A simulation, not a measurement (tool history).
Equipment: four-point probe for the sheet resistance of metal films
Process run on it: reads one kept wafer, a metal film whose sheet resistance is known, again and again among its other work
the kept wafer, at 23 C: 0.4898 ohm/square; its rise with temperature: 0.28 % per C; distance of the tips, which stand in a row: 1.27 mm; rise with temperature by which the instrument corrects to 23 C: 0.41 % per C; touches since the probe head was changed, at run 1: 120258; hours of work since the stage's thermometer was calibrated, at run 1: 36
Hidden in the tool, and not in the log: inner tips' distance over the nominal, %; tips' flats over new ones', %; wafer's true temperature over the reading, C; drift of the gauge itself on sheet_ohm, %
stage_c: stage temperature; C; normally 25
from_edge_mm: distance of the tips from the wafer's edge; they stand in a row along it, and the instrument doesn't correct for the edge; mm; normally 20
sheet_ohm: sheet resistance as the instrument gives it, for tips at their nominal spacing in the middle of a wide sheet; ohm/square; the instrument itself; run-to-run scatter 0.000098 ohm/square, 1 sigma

run   hour  stage_c  from_edge_mm  touches since the probe head was changed  hours of work since the stage's thermometer was calibrated  sheet_ohm
  1      0       25            20                                    120258                                                          36   0.489712
  2   32.2       25            20                                    121906                                                          56   0.489684
  3   53.3       25            20                                    122984                                                          69   0.489849
  4   80.6       25            20                                    124386                                                          86   0.489728
  5  105.6       25            20                                    125663                                                         101    0.48978
  6  139.7       25            20                                    127407                                                         122   0.489678
  7  168.5       25            20                                    128883                                                         140   0.489731
  8  207.4       25            20                                    130875                                                         164   0.489625
     214.3  -- new probe head fitted
  9  233.8       35            20                                       995                                                         179    0.48366
 10  268.9       25            18                                      2791                                                         201   0.490041
 11    310       21            20                                      4897                                                         226   0.492215
 12  327.8       21            20                                      5811                                                         237   0.492102
 13  364.4       21            20                                      7684                                                         260   0.492152
 14  390.5       21            20                                      9021                                                         276   0.491881
 15  424.1       25            20                                     10738                                                         296   0.489609
 16  447.1       27            20                                     11914                                                         310   0.488402
 17  474.5       27            20                                     13318                                                         327   0.488383
 18  515.3       23             8                                     15409                                                         352   0.496421
 19  537.2       23            20                                     16529                                                         366   0.491024
 20  567.2       19             3                                     18062                                                         384   0.535347
 21  602.6       34            41                                     19879                                                         406   0.483673
 22  623.6       26            24                                     20954                                                         419   0.488651
 23  647.3       18            20                                     22163                                                         433   0.494003
 24  689.9       23            18                                     24346                                                         460   0.491162
 25  732.8       23            18                                     26543                                                         486   0.490961
 26  759.8       34            14                                     27927                                                         503   0.485396
 27  800.3       18             4                                     29996                                                         527   0.518318
 28  823.4       23             4                                     31178                                                         542   0.515066
 29  842.9       20            34                                     32177                                                         554   0.492151
 30  868.2       24            11                                     33475                                                         569   0.492592
 31  903.7       25            60                                     35291                                                         591   0.488736
 32  927.5       32            16                                     36510                                                         606   0.486163
 33  958.2       32            16                                     38080                                                         624   0.485967
 34    991       20            74                                     39761                                                         645   0.491824

How would selected steps in sheet_ohm from run to run divide? Give the signed amount a tool lacking its hidden state would still show from settings, what came in and random variation, and the signed amount left for the hidden state, including any gauge scatter that is not in both of the compared results.
Run 7 -> 8: nothing adjusted, nothing logged. sheet_ohm -0.000106 ohm/square: hidden state +0.000002, all else -0.000108.
Run 8 -> 9: stage_c 25 -> 35, new probe head fitted. sheet_ohm -0.005965 ohm/square: hidden state -0.000123, all else -0.005842.
Run 19 -> 20: stage_c 23 -> 19, from_edge_mm 20 -> 3. sheet_ohm +0.044323 ohm/square: hidden state +0.000001, all else +0.044322.
Run 20 -> 21: stage_c 19 -> 34, from_edge_mm 3 -> 41. sheet_ohm -0.051674 ohm/square: hidden state +0.000001, all else -0.051675.
Run 25 -> 26: stage_c 23 -> 34, from_edge_mm 18 -> 14. sheet_ohm -0.005565 ohm/square: hidden state +0.000002, all else -0.005567.
Run 26 -> 27: stage_c 34 -> 18, from_edge_mm 14 -> 4. sheet_ohm +0.032922 ohm/square: hidden state +0.000001, all else +0.032921.
